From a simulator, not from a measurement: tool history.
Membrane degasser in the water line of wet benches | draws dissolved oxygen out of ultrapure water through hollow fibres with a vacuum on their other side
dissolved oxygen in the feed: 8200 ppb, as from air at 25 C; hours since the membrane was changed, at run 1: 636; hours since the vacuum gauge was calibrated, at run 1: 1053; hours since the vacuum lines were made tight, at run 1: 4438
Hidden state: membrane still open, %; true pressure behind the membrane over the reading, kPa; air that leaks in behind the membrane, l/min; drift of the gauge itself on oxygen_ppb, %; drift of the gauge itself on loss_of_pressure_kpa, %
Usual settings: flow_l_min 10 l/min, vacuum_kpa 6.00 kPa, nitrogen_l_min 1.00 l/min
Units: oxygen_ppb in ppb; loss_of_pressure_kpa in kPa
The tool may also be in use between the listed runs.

run,day,flow_l_min,vacuum_kpa,nitrogen_l_min,hours since the membrane was changed,hours since the vacuum gauge was calibrated,hours since the vacuum lines were made tight,oxygen_ppb,loss_of_pressure_kpa
1,0.000,10,6.00,1.00,636,1053,4438,317.4,31.61
2,1.183,10,6.00,0.57,664,1081,4466,354.7,31.51
3,2.350,10,6.00,0.57,692,1109,4494,358.5,31.51
4,3.717,10,6.00,1.00,725,1142,4527,313.5,31.62
5,5.812,10,6.00,1.00,776,1192,4577,320.2,31.65
6,6.712,10,6.00,0.51,797,1214,4599,360.9,31.63
7,8.200,9,6.00,1.00,833,1249,4635,250.3,28.49
8,9.867,9,6.00,1.00,873,1289,4675,248.7,28.38
9,11.638,9,6.00,1.00,915,1332,4717,246.0,28.56
10,13.683,10,6.00,1.00,964,1381,4766,314.7,31.72
11,15.762,10,6.00,1.00,1014,1431,4816,314.9,31.73
12,16.917,10,6.00,1.00,1042,1459,4844,320.3,31.84
13,18.958,10,11.58,2.71,1091,1508,4893,324.0,31.73
14,20.621,9,4.66,0.82,1131,1547,4933,228.8,28.51
15,22.675,9,4.66,0.82,1180,1597,4982,227.8,28.63
16,23.800,9,4.66,0.82,1207,1624,5009,229.6,28.66
17,25.775,9,4.15,1.93,1255,1671,5056,203.3,28.66
18,27.517,9,6.24,1.12,1296,1713,5098,252.6,28.70
19,29.571,6,6.16,1.34,1346,1762,5148,87.1,19.19
20,30.696,8,8.86,0.73,1373,1789,5175,274.8,25.48
21,32.350,10,4.98,0.61,1412,1829,5214,319.5,31.87
22,33.900,10,10.42,0.47,1450,1866,5251,557.1,31.79
23,35.804,11,3.88,0.67,1495,1912,5297,347.4,35.08
24,37.179,11,12.49,0.94,1528,1945,5330,545.5,34.96

5 ways to go on from here, each from the tool as it stands after run 24. What would each give?
A,38.612,6,7.65,0.50,1563,1979,5365,?,?
B,38.612,12,8.64,1.27,1563,1979,5365,?,?
C,38.612,7,6.00,1.00,1563,1979,5365,?,?
D,38.612,13,6.00,1.18,1563,1979,5365,?,?
E,38.612,14,3.73,0.51,1563,1979,5365,?,?

run,oxygen_ppb,loss_of_pressure_kpa
A,173.9,19.11
B,500.0,38.34
C,135.9,22.32
D,531.0,41.51
E,568.1,44.62
Without the tool's hidden state the same runs would have given:
run,oxygen_ppb,loss_of_pressure_kpa
A,173.3,18.90
B,499.5,37.91
C,135.6,22.08
D,530.5,41.06
E,567.5,44.13
